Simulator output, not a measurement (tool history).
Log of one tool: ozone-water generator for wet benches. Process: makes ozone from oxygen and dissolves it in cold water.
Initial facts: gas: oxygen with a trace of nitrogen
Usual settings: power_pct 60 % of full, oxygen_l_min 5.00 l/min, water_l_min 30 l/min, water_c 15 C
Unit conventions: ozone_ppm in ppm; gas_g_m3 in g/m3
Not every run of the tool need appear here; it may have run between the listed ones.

Run 1, day 0.000: usual settings. Result: ozone_ppm 18.2 ppm, gas_g_m3 198.2 g/m3.
Run 2, day 0.900: usual settings. Result: ozone_ppm 18.0 ppm, gas_g_m3 198.8 g/m3.
Run 3, day 1.479: usual settings but water_c 10 C. Result: ozone_ppm 18.9 ppm, gas_g_m3 199.3 g/m3.
Run 4, day 2.321: usual settings but water_c 10 C. Result: ozone_ppm 19.4 ppm, gas_g_m3 197.7 g/m3.
Run 5, day 3.200: usual settings but water_c 10 C. Result: ozone_ppm 18.8 ppm, gas_g_m3 199.0 g/m3.
Run 6, day 3.921: usual settings but water_c 10 C. Result: ozone_ppm 19.0 ppm, gas_g_m3 198.9 g/m3.
Run 7, day 5.262: usual settings but water_c 10 C. Result: ozone_ppm 18.9 ppm, gas_g_m3 199.4 g/m3.
Run 8, day 6.567: usual settings but water_c 10 C. Result: ozone_ppm 19.2 ppm, gas_g_m3 198.6 g/m3.
Run 9, day 7.762: usual settings. Result: ozone_ppm 17.9 ppm, gas_g_m3 197.9 g/m3.
Run 10, day 8.667: usual settings. Result: ozone_ppm 18.0 ppm, gas_g_m3 197.5 g/m3.
Run 11, day 9.804: usual settings. Result: ozone_ppm 18.0 ppm, gas_g_m3 197.2 g/m3.
Run 12, day 10.408: usual settings but power_pct 48 % of full. Result: ozone_ppm 14.6 ppm, gas_g_m3 161.5 g/m3.
At day 10.525: water thermometer calibrated.
Run 13, day 11.775: usual settings but power_pct 48 % of full. Result: ozone_ppm 14.6 ppm, gas_g_m3 160.9 g/m3.
Run 14, day 13.083: usual settings but oxygen_l_min 3.22 l/min. Result: ozone_ppm 15.8 ppm, gas_g_m3 241.3 g/m3.
Run 15, day 13.771: usual settings but oxygen_l_min 3.22 l/min. Result: ozone_ppm 16.0 ppm, gas_g_m3 240.7 g/m3.
At day 14.196: water thermometer calibrated, once more.
Run 16, day 14.696: usual settings but water_c 21 C. Result: ozone_ppm 16.9 ppm, gas_g_m3 195.5 g/m3.
Run 17, day 15.821: usual settings but water_c 21 C. Result: ozone_ppm 16.6 ppm, gas_g_m3 198.2 g/m3.
Run 18, day 17.146: usual settings but power_pct 86 % of full, oxygen_l_min 3.47 l/min, water_l_min 43 l/min, water_c 7 C. Result: ozone_ppm 16.4 ppm, gas_g_m3 322.2 g/m3.
Run 19, day 18.079: usual settings but power_pct 64 % of full, oxygen_l_min 8.02 l/min, water_c 12 C. Result: ozone_ppm 21.6 ppm, gas_g_m3 171.7 g/m3.
Run 20, day 19.158: usual settings but power_pct 64 % of full, oxygen_l_min 8.02 l/min, water_c 12 C. Result: ozone_ppm 21.7 ppm, gas_g_m3 170.2 g/m3.
Run 21, day 19.875: usual settings but power_pct 52 % of full, oxygen_l_min 4.23 l/min, water_l_min 25 l/min, water_c 21 C. Result: ozone_ppm 16.5 ppm, gas_g_m3 188.1 g/m3.
Run 22, day 20.675: usual settings but power_pct 85 % of full, oxygen_l_min 5.81 l/min, water_l_min 22 l/min, water_c 10 C. Result: ozone_ppm 34.8 ppm, gas_g_m3 253.0 g/m3.
Run 23, day 21.662: usual settings but power_pct 63 % of full, oxygen_l_min 2.92 l/min, water_l_min 43 l/min. Result: ozone_ppm 11.0 ppm, gas_g_m3 262.2 g/m3.
Run 24, day 22.296: usual settings but power_pct 63 % of full, oxygen_l_min 2.92 l/min, water_l_min 43 l/min. Result: ozone_ppm 10.9 ppm, gas_g_m3 261.0 g/m3.
Run 25, day 23.488: usual settings but oxygen_l_min 3.23 l/min, water_c 10 C. Result: ozone_ppm 16.3 ppm, gas_g_m3 239.0 g/m3.
Run 26, day 24.250: usual settings but water_l_min 43 l/min, water_c 12 C. Result: ozone_ppm 12.9 ppm, gas_g_m3 199.0 g/m3.
Run 27, day 25.167: usual settings but power_pct 92 % of full, oxygen_l_min 4.73 l/min, water_l_min 20 l/min, water_c 11 C. Result: ozone_ppm 38.7 ppm, gas_g_m3 297.6 g/m3.
Run 28, day 26.142: usual settings but power_pct 92 % of full, oxygen_l_min 4.73 l/min, water_l_min 20 l/min, water_c 11 C. Result: ozone_ppm 38.2 ppm, gas_g_m3 294.3 g/m3.
Run 29, day 26.729: usual settings but power_pct 92 % of full, oxygen_l_min 4.73 l/min, water_l_min 20 l/min, water_c 11 C. Result: ozone_ppm 38.4 ppm, gas_g_m3 298.2 g/m3.
Run 30, day 27.983: usual settings but oxygen_l_min 5.49 l/min, water_c 8 C. Result: ozone_ppm 19.7 ppm, gas_g_m3 189.5 g/m3.
Run 31, day 28.679: usual settings but power_pct 76 % of full, oxygen_l_min 7.17 l/min, water_c 9 C. Result: ozone_ppm 25.4 ppm, gas_g_m3 210.5 g/m3.
Run 32, day 29.396: usual settings but power_pct 97 % of full, oxygen_l_min 6.16 l/min, water_l_min 23 l/min, water_c 9 C. Result: ozone_ppm 38.2 ppm, gas_g_m3 276.8 g/m3.

Predict each of these 5 candidate next runs independently; none follows another, all start after run 32:
Run A, day 30.621: usual settings but water_l_min 27 l/min. Result: ozone_ppm ?, gas_g_m3 ?.
Run B, day 30.621: usual settings but power_pct 69 % of full, water_l_min 26 l/min, water_c 16 C. Result: ozone_ppm ?, gas_g_m3 ?.
Run C, day 30.621: usual settings but power_pct 89 % of full, oxygen_l_min 4.95 l/min, water_l_min 35 l/min. Result: ozone_ppm ?, gas_g_m3 ?.
Run D, day 30.621: usual settings but oxygen_l_min 3.03 l/min. Result: ozone_ppm ?, gas_g_m3 ?.
Run E, day 30.621: usual settings but power_pct 97 % of full, oxygen_l_min 6.16 l/min, water_l_min 22 l/min, water_c 9 C. Result: ozone_ppm ?, gas_g_m3 ?.

run  ozone_ppm  gas_g_m3
  A       19.4     197.0
  B       22.7     221.2
  C       22.0     283.0
  D       15.6     244.6
  E       40.0     278.5
What these runs would have given with no unlogged condition in the tool:
run  ozone_ppm  gas_g_m3
  A       20.0     201.3
  B       23.5     226.8
  C       22.9     291.9
  D       16.1     250.0
  E       41.7     287.8
